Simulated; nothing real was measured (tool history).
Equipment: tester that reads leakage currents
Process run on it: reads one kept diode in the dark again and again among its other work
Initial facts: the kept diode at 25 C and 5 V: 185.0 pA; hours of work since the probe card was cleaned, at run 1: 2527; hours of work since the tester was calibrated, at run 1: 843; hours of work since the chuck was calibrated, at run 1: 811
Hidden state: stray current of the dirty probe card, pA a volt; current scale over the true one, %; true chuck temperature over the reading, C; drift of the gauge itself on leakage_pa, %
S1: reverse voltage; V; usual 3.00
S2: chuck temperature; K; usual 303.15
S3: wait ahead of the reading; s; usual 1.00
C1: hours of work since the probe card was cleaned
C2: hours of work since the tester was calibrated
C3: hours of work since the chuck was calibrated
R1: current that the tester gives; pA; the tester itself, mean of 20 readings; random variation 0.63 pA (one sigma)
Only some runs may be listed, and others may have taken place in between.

run    hour    S1      S2    S3    C1    C2    C3       R1
  1     0.0  3.00  303.15  1.00  2527   843   811   227.70
  2   192.3  3.00  303.15  1.00  2660   976   944   230.91
  3   433.3  3.00  303.15  1.00  2826  1143  1111   232.62
      599.5  -- chuck's temperature calibrated
  4   599.5  3.00  303.15  1.00  2940  1256     0   217.10
  5   795.1  3.00  303.15  0.32  3075  1392   135   223.07
      912.4  -- probe card cleaned and baked
  6  1047.0  7.18  303.15  1.00    93  1564   307   355.58
  7  1170.7  7.18  303.15  1.00   179  1649   393   356.53
  8  1409.0  7.18  299.15  0.74   343  1814   558   280.14
  9  1550.5  7.18  299.15  0.74   441  1912   655   283.06
 10  1757.8  2.26  331.15  1.00   585  2055   799  1282.94
 11  2007.7  2.20  300.15  1.60   757  2228   972   166.47
 12  2178.7  2.20  300.15  1.60   876  2346  1090   168.99
 13  2299.2  3.00  303.15  1.96   959  2429  1173   244.59

Each row is a separate what-if for the run after 13, all from the same tool condition, not one after another. Results?
     2356.0  -- probe card cleaned and baked, once more
     2378.3  -- chuck's temperature calibrated
  A  2497.2   1.92  303.15  1.00  96  2563  82   ?
     2356.0  -- probe card cleaned and baked, once more
     2378.3  -- chuck's temperature calibrated
  B  2497.2   9.48  314.15  1.20  96  2563  82   ?
     2356.0  -- probe card cleaned and baked, once more
     2378.3  -- chuck's temperature calibrated
  C  2497.2  12.85  303.15  1.00  96  2563  82   ?

run      R1
  A  169.95
  B  812.69
  C  435.58
Take away the tool's hidden state, keep each run's random variation, and the runs would have read:
run      R1
  A  167.92
  B  802.72
  C  429.68
